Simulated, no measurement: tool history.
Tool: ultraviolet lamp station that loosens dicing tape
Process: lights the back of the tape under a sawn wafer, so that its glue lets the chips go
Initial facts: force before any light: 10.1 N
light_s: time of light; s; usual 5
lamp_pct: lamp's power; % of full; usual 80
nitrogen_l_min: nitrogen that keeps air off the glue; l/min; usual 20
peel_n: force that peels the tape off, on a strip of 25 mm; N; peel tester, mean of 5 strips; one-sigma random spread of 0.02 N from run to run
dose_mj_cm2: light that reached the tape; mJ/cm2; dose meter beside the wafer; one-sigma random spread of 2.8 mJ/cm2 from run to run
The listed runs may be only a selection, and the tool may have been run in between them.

| run | day | light_s | lamp_pct | nitrogen_l_min | peel_n | dose_mj_cm2 |
|---|---|---|---|---|---|---|
| 1 | 0.000 | 5 | 80 | 20 | 1.034 | 376 |
| 2 | 1.000 | 5 | 80 | 29 | 0.920 | 368 |
| 3 | 2.125 | 5 | 80 | 20 | 1.123 | 373 |
| 4 | 3.617 | 5 | 76 | 20 | 1.251 | 343 |
| 5 | 5.646 | 5 | 62 | 20 | 1.937 | 275 |
| 6 | 6.808 | 5 | 62 | 20 | 2.013 | 274 |
| 7 | 8.317 | 5 | 62 | 20 | 1.999 | 269 |
| 8 | 9.538 | 5 | 62 | 20 | 2.054 | 259 |
|  | 9.754 | window cleaned of glue's vapour |
| 9 | 10.521 | 5 | 62 | 20 | 2.080 | 257 |
| 10 | 12.108 | 5 | 93 | 20 | 1.060 | 378 |
| 11 | 14.033 | 5 | 93 | 20 | 1.053 | 374 |
|  | 14.912 | window cleaned of glue's vapour, once more |
| 12 | 15.412 | 5 | 93 | 20 | 0.819 | 418 |
| 13 | 17.521 | 3 | 93 | 20 | 2.126 | 242 |
| 14 | 18.517 | 7 | 99 | 14 | 0.431 | 603 |

What will run 15 give?
| 15 | 20.558 | 9 | 74 | 6 | ? | ? |

{"run 15": {"peel_n": 0.899, "dose_mj_cm2": 575}}
On a tool with no hidden condition, and with the same random variation, this run would have come out at peel_n 0.644 N, dose_mj_cm2 662 mJ/cm2.
